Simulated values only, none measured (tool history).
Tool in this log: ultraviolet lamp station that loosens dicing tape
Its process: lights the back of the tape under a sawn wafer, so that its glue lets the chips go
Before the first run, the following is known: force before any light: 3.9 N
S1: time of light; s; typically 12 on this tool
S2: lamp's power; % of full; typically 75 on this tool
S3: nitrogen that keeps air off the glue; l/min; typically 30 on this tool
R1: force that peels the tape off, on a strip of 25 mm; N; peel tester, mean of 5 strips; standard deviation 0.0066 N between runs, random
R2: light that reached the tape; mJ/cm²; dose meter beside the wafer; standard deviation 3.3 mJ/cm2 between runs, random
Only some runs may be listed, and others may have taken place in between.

run    hour  S1   S2  S3     R1   R2
  1       0  12   75  30  0.319  443
  2    31.3  12   75  30  0.322  442
  3      63  12   75  30  0.319  432
  4     100  12   75  30  0.341  428
  5   135.5  12   75  30  0.338  425
  6   174.5  12   68  30  0.438  374
  7   240.2  12   75  39  0.311  406
  8   279.9  12   75  39  0.271  436
  9   326.2   7   75  30  0.829  252
 10   379.2   7   75  30  0.878  247
 11   415.7  12   81  30  0.291  452
 12   444.2  12   81  30  0.304  447
 13   485.9  12   81  35  0.278  440
 14   517.7  12   81  35  0.302  440
 15     550  12   81  35  0.291  432
 16   587.5  12   62  30  0.559  331
 17   631.3  12   62  30  0.573  324
 18   679.7  12   62  30  0.567  313
 19   735.6  12   75  30  0.419  372
 20   769.8  12   75  40  0.388  373
 21   804.1  11   79  42  0.408  351
 22   859.9  11   99  11  0.557  439
 23   892.3  12   99  12  0.492  470
 24   920.7  14   66  39  0.399  361
 25   956.1  11   69  36   0.53  327
 26  1004.3  20   69  29  0.178  577
 27  1063.3  20   69  29  0.199  559
 28  1092.2  20   69  29  0.199  550
 29  1158.5  20   69  29  0.208  539
 30  1226.4  17   75  21  0.308  490
 31  1281.5  17   75  21  0.319  477
 32  1310.1  17   75  21  0.334  476
 33  1373.8  12   91  14  0.581  399
 34  1422.3  12  100  30  0.337  431
 35  1466.6  17   61  10  0.765  366
 36    1497   6   79  30  1.414  161
 37  1527.6  15   80  31  0.359  411
 38  1557.7  12   91  30  0.184  584
 39  1604.4  12   91  30   0.15  634
 40  1632.2  12   91  28  0.169  632

Missing from the log above: 4 entries noted between runs. For each, name the pair of listed runs it sits between and say how the tool's hidden condition differs from the listed run just before to the listed run just after:
Run 7 -> run 8: window cleaned of glue's vapour (hour 268.1)
  lamp's light, % of a new lamp's: 83 -> 82.4; light that the window lets through, % of a clean one's: 91.4 -> 99.2
  measured minus no-state result, R1: +0.13 -> +0.087 N; R2: -129 -> -98 mJ/cm²
Run 24 -> run 25: window cleaned of glue's vapour (hour 924.1)
  lamp's light, % of a new lamp's: 72.4 -> 71.9; light that the window lets through, % of a clean one's: 90.3 -> 99.3
  measured minus no-state result, R1: +0.223 -> +0.25 N; R2: -192 -> -131 mJ/cm²
Run 37 -> run 38: lamp changed (hour 1553.7)
  lamp's light, % of a new lamp's: 63 -> 99.2; light that the window lets through, % of a clean one's: 91.4 -> 91
  measured minus no-state result, R1: +0.219 -> +0.028 N; R2: -303 -> -63 mJ/cm²
Run 38 -> run 39: window cleaned of glue's vapour (hour 1581.9)
  lamp's light, % of a new lamp's: 99.2 -> 98.4; light that the window lets through, % of a clean one's: 91 -> 99.2
  measured minus no-state result, R1: +0.028 -> +0.006 N; R2: -63 -> -16 mJ/cm²

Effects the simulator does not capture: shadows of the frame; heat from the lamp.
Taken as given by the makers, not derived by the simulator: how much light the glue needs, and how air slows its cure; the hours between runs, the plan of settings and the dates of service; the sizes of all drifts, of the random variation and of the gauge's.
